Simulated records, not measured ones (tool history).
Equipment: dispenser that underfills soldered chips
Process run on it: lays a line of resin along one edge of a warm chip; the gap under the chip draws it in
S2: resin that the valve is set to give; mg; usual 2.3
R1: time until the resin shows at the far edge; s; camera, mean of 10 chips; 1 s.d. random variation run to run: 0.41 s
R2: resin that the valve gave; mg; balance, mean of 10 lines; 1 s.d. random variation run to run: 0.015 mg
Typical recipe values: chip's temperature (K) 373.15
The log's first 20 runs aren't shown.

{"run": 21, "hour": 237.0, "chip's temperature (K)": 368.15, "S2": 2.96, "R1": 57.3, "R2": 2.91}
{"hour": 239.3, "done": "new syringe of resin"}
{"hour": 251.3, "done": "new syringe of resin"}
{"run": 22, "hour": 251.3, "chip's temperature (K)": 378.15, "S2": 2.17, "R1": 24, "R2": 2.14}
{"hour": 263.1, "done": "new syringe of resin"}
{"run": 23, "hour": 263.5, "chip's temperature (K)": 378.15, "S2": 2.17, "R1": 24.6, "R2": 2.12}
{"hour": 275.0, "done": "new syringe of resin"}
{"run": 24, "hour": 280.3, "chip's temperature (K)": 364.15, "S2": 2.98, "R1": 45.3, "R2": 2.88}
{"hour": 287.3, "done": "new syringe of resin"}
{"run": 25, "hour": 295.7, "chip's temperature (K)": 363.15, "S2": 2.44, "R1": 56.9, "R2": 2.35}
{"hour": 299.2, "done": "new syringe of resin"}
{"hour": 311.6, "done": "new syringe of resin"}
{"run": 26, "hour": 312.3, "chip's temperature (K)": 387.15, "S2": 2.88, "R1": 19, "R2": 2.77}
{"hour": 314.6, "done": "dispensing valve cleaned and set on the balance"}
{"run": 27, "hour": 321.3, "chip's temperature (K)": 387.15, "S2": 2.88, "R1": 30.9, "R2": 2.86}
{"hour": 325.7, "done": "new syringe of resin"}
{"run": 28, "hour": 333.7, "chip's temperature (K)": 387.15, "S2": 2.81, "R1": 30.4, "R2": 2.79}
{"hour": 338.0, "done": "new syringe of resin"}
{"hour": 349.7, "done": "new syringe of resin"}
{"run": 29, "hour": 349.9, "chip's temperature (K)": 383.15, "S2": 2.13, "R1": 21.6, "R2": 2.13}
{"hour": 362.1, "done": "new syringe of resin"}
{"run": 30, "hour": 362.9, "chip's temperature (K)": 373.15, "S2": 2.56, "R1": 28.1, "R2": 2.54}
{"hour": 374.2, "done": "new syringe of resin"}
{"run": 31, "hour": 376.1, "chip's temperature (K)": 373.15, "S2": 2.56, "R1": 30, "R2": 2.53}
{"hour": 387.0, "done": "new syringe of resin"}
{"run": 32, "hour": 389.5, "chip's temperature (K)": 373.15, "S2": 2.56, "R1": 31.1, "R2": 2.5}

Predict each of these 5 candidate next runs independently; none follows another, all start after run 32:
{"hour": 398.6, "done": "new syringe of resin"}
{"run": "A", "hour": 404.2, "chip's temperature (K)": 377.15, "S2": 2.13, "R1": "?", "R2": "?"}
{"hour": 398.6, "done": "new syringe of resin"}
{"run": "B", "hour": 404.2, "chip's temperature (K)": 360.15, "S2": 2.56, "R1": "?", "R2": "?"}
{"hour": 398.6, "done": "new syringe of resin"}
{"run": "C", "hour": 404.2, "chip's temperature (K)": 361.15, "S2": 2.27, "R1": "?", "R2": "?"}
{"hour": 398.6, "done": "new syringe of resin"}
{"run": "D", "hour": 404.2, "chip's temperature (K)": 373.15, "S2": 2.9, "R1": "?", "R2": "?"}
{"hour": 398.6, "done": "new syringe of resin"}
{"run": "E", "hour": 404.2, "chip's temperature (K)": 378.15, "S2": 2.3, "R1": "?", "R2": "?"}

run=A R1=34.8 R2=2.07
run=B R1=53.1 R2=2.48
run=C R1=52.5 R2=2.22
run=D R1=36.2 R2=2.83
run=E R1=33.8 R2=2.27
Stripped of hidden state, with their random variation kept, the same runs would have yielded:
run=A R1=26 R2=2.12
run=B R1=39.8 R2=2.55
run=C R1=39.2 R2=2.28
run=D R1=26.9 R2=2.91
run=E R1=25.3 R2=2.32
